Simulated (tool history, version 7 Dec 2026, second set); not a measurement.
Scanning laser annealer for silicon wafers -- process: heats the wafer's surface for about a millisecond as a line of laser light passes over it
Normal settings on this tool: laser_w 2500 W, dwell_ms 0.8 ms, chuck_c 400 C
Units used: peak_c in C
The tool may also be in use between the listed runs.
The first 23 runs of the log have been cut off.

| run | day | laser_w | dwell_ms | chuck_c | hours of work since the window was cleaned | hours of work since the power meter was calibrated | hours of work since the optics were aligned | peak_c |
|---|---|---|---|---|---|---|---|---|
| 24 | 8.512 | 2613 | 0.8 | 390 | 417 | 337 | 688 | 1178 |
| 25 | 8.758 | 2613 | 0.8 | 390 | 421 | 340 | 691 | 1182 |
| 26 | 9.183 | 2613 | 0.8 | 390 | 426 | 346 | 697 | 1175 |
| 27 | 9.654 | 2613 | 0.8 | 390 | 433 | 352 | 703 | 1179 |
| 28 | 9.975 | 2139 | 0.99 | 378 | 437 | 357 | 707 | 1068 |
| 29 | 10.521 | 2139 | 0.99 | 378 | 444 | 364 | 715 | 1070 |
| 30 | 10.892 | 2139 | 0.99 | 378 | 449 | 369 | 720 | 1069 |
| 31 | 11.425 | 2224 | 0.914 | 410 | 456 | 376 | 727 | 1108 |
| 32 | 11.7 | 2224 | 0.914 | 392 | 460 | 380 | 730 | 1086 |
| 33 | 12.212 | 2437 | 0.607 | 396 | 467 | 387 | 737 | 1029 |
| 34 | 12.45 | 2437 | 0.957 | 432 | 470 | 390 | 740 | 1219 |
| 35 | 12.829 | 2437 | 0.957 | 432 | 475 | 395 | 745 | 1222 |
| 36 | 13.288 | 2139 | 0.8 | 437 | 481 | 401 | 752 | 1060 |
| 37 | 13.558 | 2608 | 0.8 | 396 | 485 | 405 | 755 | 1180 |

Predict each of these 4 candidate next runs independently; none follows another, all start after run 37:
| A | 13.971 | 2500 | 0.989 | 434 | 490 | 410 | 761 | ? |
| B | 13.971 | 2608 | 0.8 | 409 | 490 | 410 | 761 | ? |
| C | 13.971 | 2506 | 0.799 | 368 | 490 | 410 | 761 | ? |
| D | 13.971 | 2503 | 0.811 | 400 | 490 | 410 | 761 | ? |

| run | peak_c |
|---|---|
| A | 1261 |
| B | 1192 |
| C | 1114 |
| D | 1150 |
Without the tool's unlogged condition, the same runs would have read:
| run | peak_c |
|---|---|
| A | 1295 |
| B | 1225 |
| C | 1145 |
| D | 1181 |
